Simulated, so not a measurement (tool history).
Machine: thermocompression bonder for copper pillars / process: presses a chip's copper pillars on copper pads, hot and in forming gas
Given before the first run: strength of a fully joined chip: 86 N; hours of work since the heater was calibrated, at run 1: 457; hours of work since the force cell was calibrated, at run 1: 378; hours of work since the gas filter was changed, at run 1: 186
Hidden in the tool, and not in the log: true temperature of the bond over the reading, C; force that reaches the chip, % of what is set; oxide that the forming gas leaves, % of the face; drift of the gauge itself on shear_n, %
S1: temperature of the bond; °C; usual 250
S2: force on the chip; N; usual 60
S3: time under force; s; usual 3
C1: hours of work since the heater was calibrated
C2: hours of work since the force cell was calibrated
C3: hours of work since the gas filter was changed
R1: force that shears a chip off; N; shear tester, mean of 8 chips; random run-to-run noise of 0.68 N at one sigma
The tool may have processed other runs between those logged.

{"run": 1, "day": 0.0, "S1": 250, "S2": 60, "S3": 3, "C1": 457, "C2": 378, "C3": 186, "R1": 57.1}
{"run": 2, "day": 0.438, "S1": 250, "S2": 60, "S3": 3, "C1": 463, "C2": 384, "C3": 192, "R1": 55.9}
{"run": 3, "day": 0.75, "S1": 250, "S2": 62, "S3": 3, "C1": 467, "C2": 388, "C3": 196, "R1": 58.4}
{"run": 4, "day": 1.271, "S1": 250, "S2": 62, "S3": 3, "C1": 475, "C2": 395, "C3": 203, "R1": 59.0}
{"run": 5, "day": 1.738, "S1": 250, "S2": 60, "S3": 3, "C1": 481, "C2": 402, "C3": 210, "R1": 57.3}
{"run": 6, "day": 2.075, "S1": 276, "S2": 56, "S3": 8, "C1": 486, "C2": 406, "C3": 214, "R1": 78.1}
{"run": 7, "day": 2.417, "S1": 234, "S2": 38, "S3": 3, "C1": 490, "C2": 411, "C3": 219, "R1": 35.7}
{"run": 8, "day": 2.754, "S1": 232, "S2": 50, "S3": 4, "C1": 495, "C2": 416, "C3": 224, "R1": 47.2}

Run 9, settings as shown, results not yet in. Your forecast:
{"run": 9, "day": 3.142, "S1": 236, "S2": 50, "S3": 8, "C1": 500, "C2": 421, "C3": 229, "R1": "?"}

R1: 59.1 N
Minus the tool's unlogged condition, the same run would have read R1 59.4 N.

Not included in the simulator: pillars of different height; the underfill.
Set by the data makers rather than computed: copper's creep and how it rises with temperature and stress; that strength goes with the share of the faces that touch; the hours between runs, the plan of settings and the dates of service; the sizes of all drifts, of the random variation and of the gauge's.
